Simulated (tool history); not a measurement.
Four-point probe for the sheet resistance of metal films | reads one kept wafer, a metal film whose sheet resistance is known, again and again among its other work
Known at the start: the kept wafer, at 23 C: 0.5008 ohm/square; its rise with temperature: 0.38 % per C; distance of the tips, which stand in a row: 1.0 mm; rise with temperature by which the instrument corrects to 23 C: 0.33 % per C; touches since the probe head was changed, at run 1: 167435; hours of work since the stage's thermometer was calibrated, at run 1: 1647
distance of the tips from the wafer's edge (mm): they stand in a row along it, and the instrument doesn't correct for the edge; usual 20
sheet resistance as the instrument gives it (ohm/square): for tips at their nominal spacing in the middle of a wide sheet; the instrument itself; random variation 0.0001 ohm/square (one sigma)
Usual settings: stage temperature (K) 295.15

run     day  stage temperature (K)  distance of the tips from the wafer's edge (mm)  touches since the probe head was changed  hours of work since the stage's thermometer was calibrated  sheet resistance as the instrument gives it (ohm/square)
  1       0                 295.15                                               20                                    167435                                                        1647                                                  0.495717
  2   2.562                 298.15                                               20                                    170172                                                        1677                                                  0.496475
  3   7.746                 298.15                                               20                                    175714                                                        1739                                                  0.496156
  4  10.758                 298.15                                               20                                    178937                                                        1776                                                  0.496204
  5  13.142                 295.15                                               24                                    181485                                                        1804                                                  0.495003
  6  17.396                 295.15                                               24                                    186032                                                        1855                                                  0.494905
  7  20.779                 291.15                                               10                                    189650                                                        1896                                                  0.496044
  8  24.338                 291.15                                               10                                    193454                                                        1939                                                  0.495921
     27.421  -- new probe head fitted
  9  29.304                 302.15                                               46                                      2015                                                        1998                                                  0.502342
 10  33.054                 302.15                                               46                                      6023                                                        2043                                                  0.502336
 11  37.404                 298.15                                               35                                     10676                                                        2095                                                  0.501262
 12   42.85                 294.15                                                4                                     16497                                                        2160                                                  0.516089

5 ways to go on from here, each from the tool as it stands after run 12. What would each give?
  A  47.796                 296.15                                                3                                     21784                                                        2220                                                         ?
  B  47.796                 305.15                                               71                                     21784                                                        2220                                                         ?
  C  47.796                 302.15                                                5                                     21784                                                        2220                                                         ?
  D  47.796                 293.15                                               20                                     21784                                                        2220                                                         ?
  E  47.796                 291.15                                               28                                     21784                                                        2220                                                         ?

run  sheet resistance as the instrument gives it (ohm/square)
  A                                                  0.528553
  B                                                  0.502799
  C                                                  0.512641
  D                                                  0.500184
  E                                                  0.499434
Without the tool's hidden state the same runs would have given:
run  sheet resistance as the instrument gives it (ohm/square)
  A                                                  0.529056
  B                                                  0.503326
  C                                                  0.513162
  D                                                  0.500653
  E                                                  0.499892

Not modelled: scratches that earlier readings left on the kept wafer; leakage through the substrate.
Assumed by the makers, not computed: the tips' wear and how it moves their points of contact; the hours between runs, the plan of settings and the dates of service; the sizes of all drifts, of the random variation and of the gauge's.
